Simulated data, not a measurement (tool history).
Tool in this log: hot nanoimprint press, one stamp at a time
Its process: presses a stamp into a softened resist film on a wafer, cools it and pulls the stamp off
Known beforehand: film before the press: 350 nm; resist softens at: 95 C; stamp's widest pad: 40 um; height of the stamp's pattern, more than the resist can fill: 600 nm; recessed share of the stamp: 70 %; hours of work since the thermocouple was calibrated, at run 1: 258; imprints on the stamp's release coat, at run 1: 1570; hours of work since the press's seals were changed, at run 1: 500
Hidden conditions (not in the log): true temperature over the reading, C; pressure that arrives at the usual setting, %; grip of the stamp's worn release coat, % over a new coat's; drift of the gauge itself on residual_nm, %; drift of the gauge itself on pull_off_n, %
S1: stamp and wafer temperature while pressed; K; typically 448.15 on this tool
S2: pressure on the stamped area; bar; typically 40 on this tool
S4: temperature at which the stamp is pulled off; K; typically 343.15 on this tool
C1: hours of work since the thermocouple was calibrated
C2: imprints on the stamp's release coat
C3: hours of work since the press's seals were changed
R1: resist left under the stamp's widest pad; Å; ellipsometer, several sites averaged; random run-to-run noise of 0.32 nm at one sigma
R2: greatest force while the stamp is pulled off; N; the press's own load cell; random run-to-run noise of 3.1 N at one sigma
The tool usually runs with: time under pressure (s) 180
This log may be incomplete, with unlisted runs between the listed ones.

{"run": 1, "hour": 0.0, "S1": 448.15, "S2": 40, "time under pressure (s)": 180, "S4": 343.15, "C1": 258, "C2": 1570, "C3": 500, "R1": 1538, "R2": 146}
{"run": 2, "hour": 12.9, "S1": 445.15, "S2": 40, "time under pressure (s)": 180, "S4": 343.15, "C1": 266, "C2": 1608, "C3": 507, "R1": 1735, "R2": 146}
{"run": 3, "hour": 25.7, "S1": 445.15, "S2": 40, "time under pressure (s)": 180, "S4": 343.15, "C1": 274, "C2": 1646, "C3": 515, "R1": 1741, "R2": 145}
{"run": 4, "hour": 40.2, "S1": 449.15, "S2": 40, "time under pressure (s)": 180, "S4": 343.15, "C1": 282, "C2": 1690, "C3": 524, "R1": 1473, "R2": 144}
{"run": 5, "hour": 53.9, "S1": 448.15, "S2": 40, "time under pressure (s)": 180, "S4": 337.15, "C1": 291, "C2": 1731, "C3": 532, "R1": 1530, "R2": 162}
{"run": 6, "hour": 68.3, "S1": 448.15, "S2": 40, "time under pressure (s)": 180, "S4": 337.15, "C1": 299, "C2": 1774, "C3": 541, "R1": 1529, "R2": 164}
{"run": 7, "hour": 85.0, "S1": 448.15, "S2": 40, "time under pressure (s)": 180, "S4": 337.15, "C1": 309, "C2": 1824, "C3": 551, "R1": 1525, "R2": 160}
{"run": 8, "hour": 96.6, "S1": 448.15, "S2": 40, "time under pressure (s)": 180, "S4": 337.15, "C1": 316, "C2": 1859, "C3": 558, "R1": 1530, "R2": 160}
{"run": 9, "hour": 119.7, "S1": 448.15, "S2": 40, "time under pressure (s)": 180, "S4": 337.15, "C1": 330, "C2": 1928, "C3": 572, "R1": 1535, "R2": 164}
{"run": 10, "hour": 148.2, "S1": 448.15, "S2": 40, "time under pressure (s)": 180, "S4": 337.15, "C1": 347, "C2": 2013, "C3": 589, "R1": 1526, "R2": 160}
{"run": 11, "hour": 163.9, "S1": 448.15, "S2": 40, "time under pressure (s)": 180, "S4": 343.15, "C1": 357, "C2": 2060, "C3": 598, "R1": 1529, "R2": 146}
{"run": 12, "hour": 186.6, "S1": 448.15, "S2": 40, "time under pressure (s)": 180, "S4": 343.15, "C1": 370, "C2": 2127, "C3": 612, "R1": 1526, "R2": 148}
{"run": 13, "hour": 206.0, "S1": 446.15, "S2": 52.3, "time under pressure (s)": 126, "S4": 343.15, "C1": 382, "C2": 2186, "C3": 624, "R1": 1701, "R2": 142}
{"run": 14, "hour": 229.6, "S1": 447.15, "S2": 41.5, "time under pressure (s)": 180, "S4": 343.15, "C1": 396, "C2": 2256, "C3": 638, "R1": 1561, "R2": 147}
{"hour": 239.5, "done": "stamp cleaned and given a new release coat"}
{"run": 15, "hour": 247.3, "S1": 447.15, "S2": 41.5, "time under pressure (s)": 180, "S4": 343.15, "C1": 403, "C2": 23, "C3": 645, "R1": 1562, "R2": 147}
{"run": 16, "hour": 263.5, "S1": 440.15, "S2": 41.5, "time under pressure (s)": 180, "S4": 341.15, "C1": 413, "C2": 71, "C3": 655, "R1": 2085, "R2": 146}
{"run": 17, "hour": 288.1, "S1": 440.15, "S2": 56.5, "time under pressure (s)": 180, "S4": 348.15, "C1": 428, "C2": 145, "C3": 669, "R1": 1864, "R2": 131}
{"run": 18, "hour": 310.5, "S1": 440.15, "S2": 54.8, "time under pressure (s)": 180, "S4": 331.15, "C1": 441, "C2": 212, "C3": 683, "R1": 1879, "R2": 175}
{"run": 19, "hour": 337.5, "S1": 440.15, "S2": 54.8, "time under pressure (s)": 180, "S4": 331.15, "C1": 458, "C2": 293, "C3": 699, "R1": 1882, "R2": 173}
{"run": 20, "hour": 365.0, "S1": 445.15, "S2": 38.3, "time under pressure (s)": 176, "S4": 331.15, "C1": 474, "C2": 375, "C3": 716, "R1": 1768, "R2": 172}
{"hour": 378.5, "done": "plate thermocouple calibrated"}
{"hour": 390.8, "done": "press's hydraulic seals changed and the load cell set to zero"}
{"run": 21, "hour": 402.3, "S1": 457.15, "S2": 40, "time under pressure (s)": 180, "S4": 333.15, "C1": 9, "C2": 453, "C3": 7, "R1": 1033, "R2": 173}
{"run": 22, "hour": 414.3, "S1": 457.15, "S2": 39.2, "time under pressure (s)": 180, "S4": 332.15, "C1": 17, "C2": 489, "C3": 14, "R1": 1038, "R2": 172}
{"run": 23, "hour": 441.6, "S1": 442.15, "S2": 30.2, "time under pressure (s)": 180, "S4": 332.15, "C1": 33, "C2": 571, "C3": 31, "R1": 2137, "R2": 169}

Consider 4 possible next runs. They are alternatives, not a sequence: every one starts from the tool as it was left by run 23. What does each give?
{"run": "A", "hour": 470.3, "S1": 448.15, "S2": 40, "time under pressure (s)": 217, "S4": 343.15, "C1": 50, "C2": 657, "C3": 48, "R1": "?", "R2": "?"}
{"run": "B", "hour": 470.3, "S1": 442.15, "S2": 30.2, "time under pressure (s)": 295, "S4": 332.15, "C1": 50, "C2": 657, "C3": 48, "R1": "?", "R2": "?"}
{"run": "C", "hour": 470.3, "S1": 441.15, "S2": 33.2, "time under pressure (s)": 180, "S4": 336.15, "C1": 50, "C2": 657, "C3": 48, "R1": "?", "R2": "?"}
{"run": "D", "hour": 470.3, "S1": 448.15, "S2": 33, "time under pressure (s)": 180, "S4": 343.15, "C1": 50, "C2": 657, "C3": 48, "R1": "?", "R2": "?"}

run=A R1=1402 R2=145
run=B R1=1811 R2=170
run=C R1=2150 R2=161
run=D R1=1644 R2=141
Without the tool's hidden state the same runs would have given:
run=A R1=1420 R2=145
run=B R1=1834 R2=170
run=C R1=2178 R2=160
run=D R1=1665 R2=141

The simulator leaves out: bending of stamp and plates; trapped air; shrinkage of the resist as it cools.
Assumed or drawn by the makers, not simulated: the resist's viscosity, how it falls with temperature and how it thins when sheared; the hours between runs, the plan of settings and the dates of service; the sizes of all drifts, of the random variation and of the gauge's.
